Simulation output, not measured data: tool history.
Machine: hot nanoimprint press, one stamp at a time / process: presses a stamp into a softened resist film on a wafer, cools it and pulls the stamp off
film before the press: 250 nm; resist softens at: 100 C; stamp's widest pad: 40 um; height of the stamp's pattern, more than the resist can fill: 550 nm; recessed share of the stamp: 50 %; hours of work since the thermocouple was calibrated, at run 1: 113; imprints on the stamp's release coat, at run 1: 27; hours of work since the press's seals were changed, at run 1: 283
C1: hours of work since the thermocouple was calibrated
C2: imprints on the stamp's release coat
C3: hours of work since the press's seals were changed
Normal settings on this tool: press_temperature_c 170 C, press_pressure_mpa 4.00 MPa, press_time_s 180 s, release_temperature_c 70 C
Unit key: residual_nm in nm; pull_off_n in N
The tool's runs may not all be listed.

Run 1, day 0.000: usual settings; C1 113; C2 27; C3 283. Result: residual_nm 115.2 nm, pull_off_n 187 N.
Run 2, day 1.271: usual settings; C1 136; C2 98; C3 306. Result: residual_nm 115.4 nm, pull_off_n 191 N.
Run 3, day 2.829: usual settings; C1 164; C2 186; C3 334. Result: residual_nm 115.6 nm, pull_off_n 197 N.
Run 4, day 4.375: usual settings; C1 191; C2 273; C3 361. Result: residual_nm 116.1 nm, pull_off_n 196 N.
Run 5, day 5.788: usual settings; C1 217; C2 353; C3 387. Result: residual_nm 116.4 nm, pull_off_n 199 N.
Run 6, day 6.975: usual settings; C1 238; C2 420; C3 408. Result: residual_nm 116.7 nm, pull_off_n 202 N.
Run 7, day 8.438: usual settings but press_temperature_c 182 C; C1 264; C2 502; C3 434. Result: residual_nm 74.6 nm, pull_off_n 206 N.
Run 8, day 9.508: usual settings; C1 283; C2 562; C3 453. Result: residual_nm 116.8 nm, pull_off_n 207 N.
Run 9, day 10.821: usual settings; C1 307; C2 636; C3 477. Result: residual_nm 117.4 nm, pull_off_n 211 N.
Run 10, day 12.183: usual settings; C1 331; C2 713; C3 501. Result: residual_nm 117.2 nm, pull_off_n 212 N.
Run 11, day 13.258: usual settings but press_temperature_c 176 C; C1 350; C2 774; C3 520. Result: residual_nm 92.9 nm, pull_off_n 213 N.
Run 12, day 14.071: usual settings but press_temperature_c 176 C; C1 365; C2 819; C3 535. Result: residual_nm 94.1 nm, pull_off_n 213 N.
At day 15.321: stamp cleaned and given a new release coat.
Run 13, day 15.321: usual settings but press_temperature_c 176 C; C1 382; C2 0; C3 552. Result: residual_nm 94.3 nm, pull_off_n 189 N.
Run 14, day 15.992: usual settings but press_temperature_c 176 C; C1 394; C2 38; C3 564. Result: residual_nm 94.1 nm, pull_off_n 192 N.
Run 15, day 17.508: usual settings but press_temperature_c 176 C; C1 422; C2 123; C3 592. Result: residual_nm 94.2 nm, pull_off_n 195 N.
Run 16, day 18.538: usual settings but press_temperature_c 176 C; C1 440; C2 181; C3 610. Result: residual_nm 94.3 nm, pull_off_n 195 N.
Run 17, day 19.762: usual settings but press_temperature_c 164 C, press_pressure_mpa 2.50 MPa, press_time_s 132 s, release_temperature_c 74 C; C1 462; C2 250; C3 632. Result: residual_nm 192.5 nm, pull_off_n 182 N.
Run 18, day 20.629: usual settings but press_pressure_mpa 2.70 MPa, press_time_s 221 s; C1 477; C2 299; C3 647. Result: residual_nm 135.6 nm, pull_off_n 199 N.
Run 19, day 21.500: usual settings but press_temperature_c 177 C, release_temperature_c 57 C; C1 493; C2 348; C3 663. Result: residual_nm 91.7 nm, pull_off_n 265 N.
Run 20, day 23.146: usual settings but press_temperature_c 177 C, press_time_s 137 s, release_temperature_c 65 C; C1 522; C2 441; C3 692. Result: residual_nm 100.9 nm, pull_off_n 228 N.
At day 23.421: plate thermocouple calibrated.
Run 21, day 24.867: usual settings but release_temperature_c 71 C; C1 26; C2 530; C3 721. Result: residual_nm 116.0 nm, pull_off_n 197 N.
Run 22, day 26.029: usual settings but release_temperature_c 71 C; C1 47; C2 596; C3 741. Result: residual_nm 116.5 nm, pull_off_n 202 N.
Run 23, day 27.167: usual settings but release_temperature_c 71 C; C1 67; C2 660; C3 762. Result: residual_nm 117.2 nm, pull_off_n 203 N.
Run 24, day 27.842: usual settings but release_temperature_c 71 C; C1 79; C2 698; C3 774. Result: residual_nm 116.4 nm, pull_off_n 204 N.
Run 25, day 29.083: usual settings but press_temperature_c 172 C, press_pressure_mpa 4.24 MPa, press_time_s 206 s, release_temperature_c 65 C; C1 101; C2 768; C3 796. Result: residual_nm 100.4 nm, pull_off_n 235 N.
Run 26, day 29.917: usual settings but press_temperature_c 172 C, press_pressure_mpa 5.22 MPa, press_time_s 337 s, release_temperature_c 67 C; C1 116; C2 815; C3 811. Result: residual_nm 75.5 nm, pull_off_n 229 N.
Run 27, day 30.829: usual settings but press_temperature_c 179 C, press_pressure_mpa 3.19 MPa; C1 132; C2 867; C3 827. Result: residual_nm 94.7 nm, pull_off_n 216 N.
At day 31.188: stamp cleaned and given a new release coat.
Run 28, day 32.292: usual settings but press_temperature_c 175 C, press_pressure_mpa 3.39 MPa; C1 154; C2 62; C3 849. Result: residual_nm 105.5 nm, pull_off_n 188 N.
Run 29, day 33.617: usual settings but press_time_s 158 s, release_temperature_c 55 C; C1 178; C2 136; C3 872. Result: residual_nm 123.5 nm, pull_off_n 258 N.
Run 30, day 35.233: usual settings but press_pressure_mpa 4.50 MPa, press_time_s 109 s; C1 206; C2 227; C3 901. Result: residual_nm 130.8 nm, pull_off_n 197 N.

Alternative continuations, all from the tool just after run 30; predict every row:
Run A, day 36.358: usual settings but press_pressure_mpa 4.50 MPa, press_time_s 109 s, release_temperature_c 77 C; C1 227; C2 291; C3 921. Result: residual_nm ?, pull_off_n ?.
Run B, day 36.358: usual settings but press_pressure_mpa 4.50 MPa, press_time_s 109 s, release_temperature_c 73 C; C1 227; C2 291; C3 921. Result: residual_nm ?, pull_off_n ?.
Run C, day 36.358: usual settings but press_pressure_mpa 4.50 MPa, press_time_s 278 s; C1 227; C2 291; C3 921. Result: residual_nm ?, pull_off_n ?.

run  residual_nm  pull_off_n
  A        131.6         165
  B        131.8         184
  C         96.1         197
Take away the tool's hidden state, keep each run's random variation, and the runs would have read:
run  residual_nm  pull_off_n
  A        125.4         155
  B        125.6         173
  C         91.1         185
